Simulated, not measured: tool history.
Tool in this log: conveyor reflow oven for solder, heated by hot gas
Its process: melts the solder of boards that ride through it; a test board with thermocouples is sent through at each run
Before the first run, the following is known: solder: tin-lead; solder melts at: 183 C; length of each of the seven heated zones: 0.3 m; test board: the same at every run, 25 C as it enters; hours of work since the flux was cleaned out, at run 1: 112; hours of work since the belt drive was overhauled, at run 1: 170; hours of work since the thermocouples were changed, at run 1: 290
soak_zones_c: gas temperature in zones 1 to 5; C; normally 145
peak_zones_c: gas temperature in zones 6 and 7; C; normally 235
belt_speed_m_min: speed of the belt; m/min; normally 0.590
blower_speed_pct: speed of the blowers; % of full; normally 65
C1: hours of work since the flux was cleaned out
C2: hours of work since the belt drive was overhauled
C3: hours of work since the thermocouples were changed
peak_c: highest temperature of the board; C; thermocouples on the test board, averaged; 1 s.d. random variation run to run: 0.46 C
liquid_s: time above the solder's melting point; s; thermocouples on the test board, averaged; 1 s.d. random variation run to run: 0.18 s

run 1 hour=0.0 | soak_zones_c=145 peak_zones_c=235 belt_speed_m_min=0.590 blower_speed_pct=65 | C1=112 C2=170 C3=290 | peak_c=221.8 liquid_s=50.7
run 2 hour=37.0 | soak_zones_c=145 peak_zones_c=235 belt_speed_m_min=0.590 blower_speed_pct=65 | C1=141 C2=199 C3=319 | peak_c=221.6 liquid_s=50.4
run 3 hour=81.3 | soak_zones_c=145 peak_zones_c=235 belt_speed_m_min=0.590 blower_speed_pct=65 | C1=176 C2=234 C3=354 | peak_c=221.4 liquid_s=50.9
run 4 hour=103.1 | soak_zones_c=145 peak_zones_c=235 belt_speed_m_min=0.590 blower_speed_pct=65 | C1=193 C2=251 C3=371 | peak_c=221.8 liquid_s=50.6
run 5 hour=139.5 | soak_zones_c=145 peak_zones_c=235 belt_speed_m_min=0.590 blower_speed_pct=65 | C1=222 C2=280 C3=399 | peak_c=221.5 liquid_s=50.3
run 6 hour=180.0 | soak_zones_c=145 peak_zones_c=235 belt_speed_m_min=0.590 blower_speed_pct=65 | C1=254 C2=312 C3=431 | peak_c=220.5 liquid_s=50.3
run 7 hour=210.1 | soak_zones_c=145 peak_zones_c=235 belt_speed_m_min=0.590 blower_speed_pct=65 | C1=277 C2=336 C3=455 | peak_c=220.2 liquid_s=50.5
run 8 hour=239.7 | soak_zones_c=145 peak_zones_c=235 belt_speed_m_min=0.590 blower_speed_pct=65 | C1=301 C2=359 C3=478 | peak_c=221.7 liquid_s=50.6
run 9 hour=284.4 | soak_zones_c=145 peak_zones_c=235 belt_speed_m_min=0.657 blower_speed_pct=65 | C1=336 C2=394 C3=514 | peak_c=218.4 liquid_s=43.3
-- hour=336.2 flux residue cleaned out of gas plates and filters
run 10 hour=336.2 | soak_zones_c=145 peak_zones_c=235 belt_speed_m_min=0.590 blower_speed_pct=65 | C1=0 C2=431 C3=550 | peak_c=222.1 liquid_s=51.1
run 11 hour=359.6 | soak_zones_c=145 peak_zones_c=235 belt_speed_m_min=0.590 blower_speed_pct=65 | C1=18 C2=449 C3=569 | peak_c=221.3 liquid_s=51.2
run 12 hour=400.2 | soak_zones_c=145 peak_zones_c=235 belt_speed_m_min=0.590 blower_speed_pct=65 | C1=50 C2=481 C3=601 | peak_c=222.0 liquid_s=51.0
run 13 hour=429.9 | soak_zones_c=145 peak_zones_c=235 belt_speed_m_min=0.665 blower_speed_pct=65 | C1=74 C2=505 C3=624 | peak_c=218.5 liquid_s=43.3
run 14 hour=463.9 | soak_zones_c=145 peak_zones_c=235 belt_speed_m_min=0.665 blower_speed_pct=65 | C1=101 C2=532 C3=651 | peak_c=218.2 liquid_s=43.2
run 15 hour=500.9 | soak_zones_c=145 peak_zones_c=235 belt_speed_m_min=0.665 blower_speed_pct=65 | C1=130 C2=561 C3=680 | peak_c=217.9 liquid_s=43.0
run 16 hour=520.4 | soak_zones_c=149 peak_zones_c=235 belt_speed_m_min=0.584 blower_speed_pct=65 | C1=145 C2=576 C3=696 | peak_c=221.6 liquid_s=53.1
run 17 hour=553.9 | soak_zones_c=149 peak_zones_c=235 belt_speed_m_min=0.584 blower_speed_pct=65 | C1=171 C2=602 C3=722 | peak_c=221.9 liquid_s=53.2
run 18 hour=588.4 | soak_zones_c=149 peak_zones_c=235 belt_speed_m_min=0.584 blower_speed_pct=65 | C1=199 C2=630 C3=749 | peak_c=221.1 liquid_s=53.0
run 19 hour=634.6 | soak_zones_c=149 peak_zones_c=235 belt_speed_m_min=0.584 blower_speed_pct=65 | C1=235 C2=666 C3=786 | peak_c=222.1 liquid_s=52.9
run 20 hour=658.2 | soak_zones_c=142 peak_zones_c=235 belt_speed_m_min=0.481 blower_speed_pct=65 | C1=254 C2=685 C3=804 | peak_c=224.8 liquid_s=64.6
run 21 hour=688.1 | soak_zones_c=142 peak_zones_c=235 belt_speed_m_min=0.500 blower_speed_pct=58 | C1=277 C2=708 C3=828 | peak_c=222.4 liquid_s=60.8
run 22 hour=708.7 | soak_zones_c=142 peak_zones_c=246 belt_speed_m_min=0.558 blower_speed_pct=58 | C1=293 C2=724 C3=844 | peak_c=230.2 liquid_s=57.3
run 23 hour=738.3 | soak_zones_c=142 peak_zones_c=246 belt_speed_m_min=0.558 blower_speed_pct=58 | C1=317 C2=748 C3=867 | peak_c=230.5 liquid_s=57.5
run 24 hour=764.3 | soak_zones_c=145 peak_zones_c=247 belt_speed_m_min=0.590 blower_speed_pct=56 | C1=337 C2=768 C3=888 | peak_c=229.2 liquid_s=54.7
-- hour=814.7 flux residue cleaned out of gas plates and filters
run 25 hour=814.7 | soak_zones_c=145 peak_zones_c=226 belt_speed_m_min=0.590 blower_speed_pct=65 | C1=0 C2=804 C3=923 | peak_c=213.1 liquid_s=46.5
run 26 hour=853.0 | soak_zones_c=145 peak_zones_c=226 belt_speed_m_min=0.590 blower_speed_pct=71 | C1=30 C2=834 C3=954 | peak_c=213.3 liquid_s=47.0
run 27 hour=897.9 | soak_zones_c=133 peak_zones_c=249 belt_speed_m_min=0.579 blower_speed_pct=59 | C1=65 C2=869 C3=989 | peak_c=231.8 liquid_s=53.5
run 28 hour=929.3 | soak_zones_c=160 peak_zones_c=227 belt_speed_m_min=0.512 blower_speed_pct=59 | C1=90 C2=894 C3=1014 | peak_c=217.1 liquid_s=63.6
run 29 hour=977.5 | soak_zones_c=160 peak_zones_c=227 belt_speed_m_min=0.512 blower_speed_pct=59 | C1=128 C2=932 C3=1052 | peak_c=216.8 liquid_s=63.3

What if the next run were any one of these 3? Each begins from the tool's condition after run 29:
run A hour=999.6 | soak_zones_c=145 peak_zones_c=241 belt_speed_m_min=0.565 blower_speed_pct=65 | C1=146 C2=950 C3=1069 | peak_c=? liquid_s=?
run B hour=999.6 | soak_zones_c=154 peak_zones_c=227 belt_speed_m_min=0.471 blower_speed_pct=74 | C1=146 C2=950 C3=1069 | peak_c=? liquid_s=?
run C hour=999.6 | soak_zones_c=139 peak_zones_c=242 belt_speed_m_min=0.590 blower_speed_pct=65 | C1=146 C2=950 C3=1069 | peak_c=? liquid_s=?

run=A peak_c=226.9 liquid_s=56.4
run=B peak_c=219.2 liquid_s=68.0
run=C peak_c=226.3 liquid_s=51.9
With no hidden state in the tool, these same runs would have given:
run=A peak_c=229.6 liquid_s=56.9
run=B peak_c=221.9 liquid_s=68.6
run=C peak_c=229.2 liquid_s=52.6
